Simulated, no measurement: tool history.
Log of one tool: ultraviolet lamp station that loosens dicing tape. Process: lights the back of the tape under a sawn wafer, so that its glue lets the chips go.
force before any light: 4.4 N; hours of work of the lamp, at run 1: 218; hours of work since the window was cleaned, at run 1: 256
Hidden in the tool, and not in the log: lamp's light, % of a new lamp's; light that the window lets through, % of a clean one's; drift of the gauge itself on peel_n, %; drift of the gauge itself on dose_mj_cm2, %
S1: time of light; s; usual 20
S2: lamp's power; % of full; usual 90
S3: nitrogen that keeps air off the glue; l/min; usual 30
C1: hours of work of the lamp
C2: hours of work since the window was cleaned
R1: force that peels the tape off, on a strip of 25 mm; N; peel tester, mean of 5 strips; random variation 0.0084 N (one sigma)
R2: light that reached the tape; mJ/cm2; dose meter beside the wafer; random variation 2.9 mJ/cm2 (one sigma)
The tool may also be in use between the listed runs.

run   hour  S1   S2  S3   C1   C2     R1   R2
  1    0.0  20   90  30  218  256  0.393  366
  2    8.6  20   90  30  222  260  0.390  366
  3   23.2  33   90  30  228  267  0.241  607
  4   34.4  33   90  30  233  272  0.242  607
  5   48.8  11   90  30  239  278  0.942  201
  6   56.4  11   90  15  243  281  1.152  207
  7   72.1  11   90  15  250  288  1.142  201
  8   81.4  11   90  15  254  292  1.153  202
  9   91.9  18   73  20  258  297  0.707  263
 10  105.3  12   86  30  264  303  0.904  208
 11  116.5  17   64  28  269  308  0.879  220
 12  131.5  17   64  28  276  315  0.859  218
 13  139.6  19   90  39  280  318  0.400  337
 14  154.5  26  100  39  286  325  0.256  522

Forecast each of these 5 alternatives for the next run:
  A  163.1  26  100  11  290  329   ?   ?
  B  163.1  10   91  39  290  329   ?   ?
  C  163.1  16   84  45  290  329   ?   ?
  D  163.1  15   74  53  290  329   ?   ?
  E  163.1  20   90  29  290  329   ?   ?

run     R1   R2
  A  0.325  515
  B  1.015  181
  C  0.565  270
  D  0.750  222
  E  0.403  359
Without the tool's hidden state the same runs would have given:
run     R1   R2
  A  0.279  597
  B  0.832  209
  C  0.452  312
  D  0.601  257
  E  0.330  415
